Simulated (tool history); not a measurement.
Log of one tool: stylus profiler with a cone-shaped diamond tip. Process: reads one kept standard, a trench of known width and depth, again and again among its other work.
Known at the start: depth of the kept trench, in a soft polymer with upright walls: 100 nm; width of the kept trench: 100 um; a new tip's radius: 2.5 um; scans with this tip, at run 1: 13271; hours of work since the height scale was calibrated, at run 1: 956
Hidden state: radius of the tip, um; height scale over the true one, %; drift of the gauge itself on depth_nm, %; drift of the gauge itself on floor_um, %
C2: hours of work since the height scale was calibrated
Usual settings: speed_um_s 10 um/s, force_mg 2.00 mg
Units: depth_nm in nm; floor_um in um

run 1 hour=0.0 | speed_um_s=10 force_mg=2.00 | scans_with_this_tip=13271 C2=956 | depth_nm=101.19 floor_um=98.25
run 2 hour=19.7 | speed_um_s=10 force_mg=2.00 | scans_with_this_tip=13472 C2=971 | depth_nm=101.18 floor_um=98.16
run 3 hour=32.6 | speed_um_s=10 force_mg=2.00 | scans_with_this_tip=13604 C2=980 | depth_nm=101.18 floor_um=98.18
run 4 hour=41.8 | speed_um_s=10 force_mg=2.00 | scans_with_this_tip=13699 C2=987 | depth_nm=101.18 floor_um=98.17
run 5 hour=58.6 | speed_um_s=10 force_mg=2.00 | scans_with_this_tip=13871 C2=1000 | depth_nm=101.20 floor_um=98.20
run 6 hour=68.0 | speed_um_s=10 force_mg=2.00 | scans_with_this_tip=13967 C2=1007 | depth_nm=101.20 floor_um=98.15
run 7 hour=81.0 | speed_um_s=10 force_mg=1.26 | scans_with_this_tip=14100 C2=1016 | depth_nm=100.99 floor_um=98.21
run 8 hour=101.7 | speed_um_s=10 force_mg=1.26 | scans_with_this_tip=14311 C2=1031 | depth_nm=100.92 floor_um=98.21
run 9 hour=112.7 | speed_um_s=10 force_mg=1.26 | scans_with_this_tip=14424 C2=1039 | depth_nm=100.98 floor_um=98.10
run 10 hour=125.4 | speed_um_s=10 force_mg=2.00 | scans_with_this_tip=14555 C2=1049 | depth_nm=101.27 floor_um=98.16
run 11 hour=145.9 | speed_um_s=10 force_mg=2.00 | scans_with_this_tip=14764 C2=1064 | depth_nm=101.20 floor_um=98.18
run 12 hour=157.9 | speed_um_s=10 force_mg=0.67 | scans_with_this_tip=14886 C2=1073 | depth_nm=100.70 floor_um=98.08
run 13 hour=169.0 | speed_um_s=10 force_mg=0.67 | scans_with_this_tip=15001 C2=1081 | depth_nm=100.78 floor_um=98.10
run 14 hour=189.0 | speed_um_s=22 force_mg=2.00 | scans_with_this_tip=15205 C2=1096 | depth_nm=101.19 floor_um=98.13
run 15 hour=199.2 | speed_um_s=22 force_mg=2.00 | scans_with_this_tip=15310 C2=1103 | depth_nm=101.25 floor_um=98.07
run 16 hour=214.0 | speed_um_s=22 force_mg=2.00 | scans_with_this_tip=15461 C2=1114 | depth_nm=101.27 floor_um=98.14
run 17 hour=225.2 | speed_um_s=22 force_mg=2.00 | scans_with_this_tip=15576 C2=1122 | depth_nm=101.24 floor_um=98.04
run 18 hour=236.0 | speed_um_s=22 force_mg=2.00 | scans_with_this_tip=15686 C2=1130 | depth_nm=101.25 floor_um=98.09
run 19 hour=255.6 | speed_um_s=22 force_mg=2.00 | scans_with_this_tip=15887 C2=1145 | depth_nm=101.20 floor_um=98.07
run 20 hour=264.5 | speed_um_s=6 force_mg=2.00 | scans_with_this_tip=15977 C2=1151 | depth_nm=101.22 floor_um=98.17
run 21 hour=277.8 | speed_um_s=6 force_mg=2.00 | scans_with_this_tip=16114 C2=1161 | depth_nm=101.26 floor_um=98.14
run 22 hour=289.8 | speed_um_s=6 force_mg=2.00 | scans_with_this_tip=16237 C2=1170 | depth_nm=101.19 floor_um=98.20
run 23 hour=303.6 | speed_um_s=6 force_mg=2.00 | scans_with_this_tip=16378 C2=1180 | depth_nm=101.25 floor_um=98.19
-- hour=305.6 height scale calibrated on a step standard
run 24 hour=313.1 | speed_um_s=6 force_mg=2.00 | scans_with_this_tip=16470 C2=5 | depth_nm=101.38 floor_um=98.14
run 25 hour=322.7 | speed_um_s=29 force_mg=3.89 | scans_with_this_tip=16568 C2=13 | depth_nm=101.92 floor_um=98.05
-- hour=335.7 height scale calibrated on a step standard, once more
run 26 hour=343.3 | speed_um_s=7 force_mg=1.56 | scans_with_this_tip=16774 C2=6 | depth_nm=100.83 floor_um=98.13
run 27 hour=356.8 | speed_um_s=2 force_mg=1.56 | scans_with_this_tip=16912 C2=16 | depth_nm=100.79 floor_um=98.14
run 28 hour=366.7 | speed_um_s=2 force_mg=2.00 | scans_with_this_tip=17013 C2=23 | depth_nm=100.95 floor_um=98.16
run 29 hour=386.2 | speed_um_s=10 force_mg=2.60 | scans_with_this_tip=17213 C2=37 | depth_nm=101.12 floor_um=98.08
run 30 hour=395.2 | speed_um_s=10 force_mg=2.44 | scans_with_this_tip=17305 C2=44 | depth_nm=101.15 floor_um=98.10
run 31 hour=408.7 | speed_um_s=10 force_mg=2.44 | scans_with_this_tip=17444 C2=54 | depth_nm=101.11 floor_um=98.09
run 32 hour=420.2 | speed_um_s=10 force_mg=2.44 | scans_with_this_tip=17560 C2=62 | depth_nm=101.11 floor_um=98.13
run 33 hour=436.3 | speed_um_s=10 force_mg=2.44 | scans_with_this_tip=17725 C2=74 | depth_nm=101.07 floor_um=98.11
run 34 hour=451.1 | speed_um_s=18 force_mg=1.14 | scans_with_this_tip=17877 C2=85 | depth_nm=100.73 floor_um=98.03
run 35 hour=470.1 | speed_um_s=7 force_mg=0.76 | scans_with_this_tip=18072 C2=99 | depth_nm=100.52 floor_um=98.11
run 36 hour=481.8 | speed_um_s=12 force_mg=0.73 | scans_with_this_tip=18192 C2=108 | depth_nm=100.52 floor_um=98.05
run 37 hour=502.0 | speed_um_s=6 force_mg=2.42 | scans_with_this_tip=18398 C2=123 | depth_nm=101.10 floor_um=98.13
run 38 hour=521.6 | speed_um_s=2 force_mg=1.03 | scans_with_this_tip=18599 C2=137 | depth_nm=100.64 floor_um=98.10
run 39 hour=531.5 | speed_um_s=3 force_mg=0.98 | scans_with_this_tip=18700 C2=144 | depth_nm=100.58 floor_um=98.06
run 40 hour=546.6 | speed_um_s=9 force_mg=1.75 | scans_with_this_tip=18855 C2=156 | depth_nm=100.92 floor_um=98.04
run 41 hour=564.3 | speed_um_s=10 force_mg=4.73 | scans_with_this_tip=19036 C2=169 | depth_nm=101.73 floor_um=98.05
run 42 hour=577.8 | speed_um_s=23 force_mg=1.19 | scans_with_this_tip=19174 C2=179 | depth_nm=100.67 floor_um=97.92
run 43 hour=590.6 | speed_um_s=23 force_mg=1.19 | scans_with_this_tip=19304 C2=188 | depth_nm=100.67 floor_um=97.90
run 44 hour=602.1 | speed_um_s=23 force_mg=1.19 | scans_with_this_tip=19423 C2=196 | depth_nm=100.72 floor_um=97.92
run 45 hour=622.0 | speed_um_s=37 force_mg=2.78 | scans_with_this_tip=19626 C2=211 | depth_nm=101.21 floor_um=97.92
run 46 hour=634.4 | speed_um_s=37 force_mg=2.78 | scans_with_this_tip=19753 C2=220 | depth_nm=101.22 floor_um=97.94
run 47 hour=648.3 | speed_um_s=37 force_mg=2.78 | scans_with_this_tip=19895 C2=231 | depth_nm=101.24 floor_um=97.95

Some steps in depth_nm between neighbouring runs. How much of each would the tool show without its hidden state too (settings, what came in, random variation), and how much is left for the hidden state, with any gauge scatter that isn't in both results?
Run 23 -> 24: height scale calibrated on a step standard. depth_nm +0.13 nm: hidden state +0.15, all else -0.02.
Run 25 -> 26: speed_um_s 29 -> 7, force_mg 3.89 -> 1.56, height scale calibrated on a step standard, once more. depth_nm -1.09 nm: hidden state -0.44, all else -0.65.
Run 37 -> 38: speed_um_s 6 -> 2, force_mg 2.42 -> 1.03. depth_nm -0.46 nm: hidden state +0.02, all else -0.48.
Run 40 -> 41: speed_um_s 9 -> 10, force_mg 1.75 -> 4.73. depth_nm +0.81 nm: hidden state +0.00, all else +0.81.
Run 41 -> 42: speed_um_s 10 -> 23, force_mg 4.73 -> 1.19. depth_nm -1.06 nm: hidden state +0.00, all else -1.06.

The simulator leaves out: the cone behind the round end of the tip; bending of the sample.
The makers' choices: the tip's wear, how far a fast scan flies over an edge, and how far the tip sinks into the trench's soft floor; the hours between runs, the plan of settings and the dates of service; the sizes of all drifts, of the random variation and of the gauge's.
